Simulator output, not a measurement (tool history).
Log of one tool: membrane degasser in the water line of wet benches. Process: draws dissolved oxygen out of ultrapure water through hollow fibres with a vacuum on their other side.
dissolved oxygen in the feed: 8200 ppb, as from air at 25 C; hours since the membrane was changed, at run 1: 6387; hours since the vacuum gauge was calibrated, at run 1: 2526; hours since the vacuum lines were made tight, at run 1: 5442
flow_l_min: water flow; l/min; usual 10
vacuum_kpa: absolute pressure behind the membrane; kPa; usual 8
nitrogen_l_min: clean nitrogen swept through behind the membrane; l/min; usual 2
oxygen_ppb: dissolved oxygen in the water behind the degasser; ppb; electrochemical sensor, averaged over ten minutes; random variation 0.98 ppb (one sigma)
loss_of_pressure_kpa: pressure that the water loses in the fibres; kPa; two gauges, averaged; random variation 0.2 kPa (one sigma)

run,hour,flow_l_min,vacuum_kpa,nitrogen_l_min,hours since the membrane was changed,hours since the vacuum gauge was calibrated,hours since the vacuum lines were made tight,oxygen_ppb,loss_of_pressure_kpa
1,0,10,8,2,6387,2526,5442,99.1,45.4
2,164.4,10,8,2,6551,2690,5606,99.7,45.4
3,339.2,10,8,2,6726,2865,5781,99.7,45.6
4,626.7,10,8,2,7014,3152,6068,102.6,45.89
# hour 758.1: seals of the vacuum lines changed
5,792.3,10,8,4.57,7177,3316,34,68.8,45.8
6,1058.5,10,8,4.57,7443,3582,300,69.1,45.47
7,1345.4,10,8,2,7730,3869,587,102,45.62
8,1685,10,8,2,8070,4209,927,102.6,45.5
9,1879.5,12,8,2,8264,4403,1121,141,55.34
10,2113.6,12,8,2,8499,4637,1355,142.1,55.02
11,2254.1,12,8,2,8639,4778,1496,142,55.41
12,2557,10,8,2,8942,5081,1799,104.6,45.98
13,2858.8,10,8,2,9244,5382,2101,103.6,46.02
14,3109.5,10,8,2,9494,5633,2351,104.6,45.98
# hour 3129.8: vacuum gauge calibrated
15,3311.8,10,8,2,9696,182,2553,108.7,46.05
16,3517.3,10,8,2,9902,388,2759,109.8,46.4
17,3792.8,10,16.78,0.95,10177,663,3034,371.5,46.36
18,4122.3,10,8,2,10507,993,3364,108.1,46.03
19,4460.8,10,19.25,5.51,10845,1331,3702,118.9,46.04
# hour 4587.2: vacuum gauge calibrated, once more
20,4709.8,13,15.93,1.16,11094,123,3951,406.3,60.42
21,5020.6,6,8,2,11405,433,4261,44.3,27.86
22,5290.5,6,14.38,2,11674,703,4531,94.1,27.7
23,5585.4,14,8,2,11969,998,4826,188.3,65.48
24,5919.3,8,18.03,2,12303,1332,5160,169.6,37.6
25,6212.8,8,18.03,2,12597,1626,5454,169,37.52
26,6513,10,10.42,2,12897,1926,5754,138.9,46.81
27,6727.3,10,10.42,2,13111,2140,5968,133.5,46.75
# hour 6961.2: seals of the vacuum lines changed
28,7062.1,10,18.51,5.88,13444,2473,101,109.6,46.77

Run 29 comes next. What will it give?
29,7327.6,10,18.51,5.88,13710,2738,366,?,?

Run 29 gave oxygen_ppb 114.1 ppb, loss_of_pressure_kpa 47.18 kPa.
Without the tool's hidden state the same run would have given oxygen_ppb 100.6 ppb, loss_of_pressure_kpa 44.48 kPa.
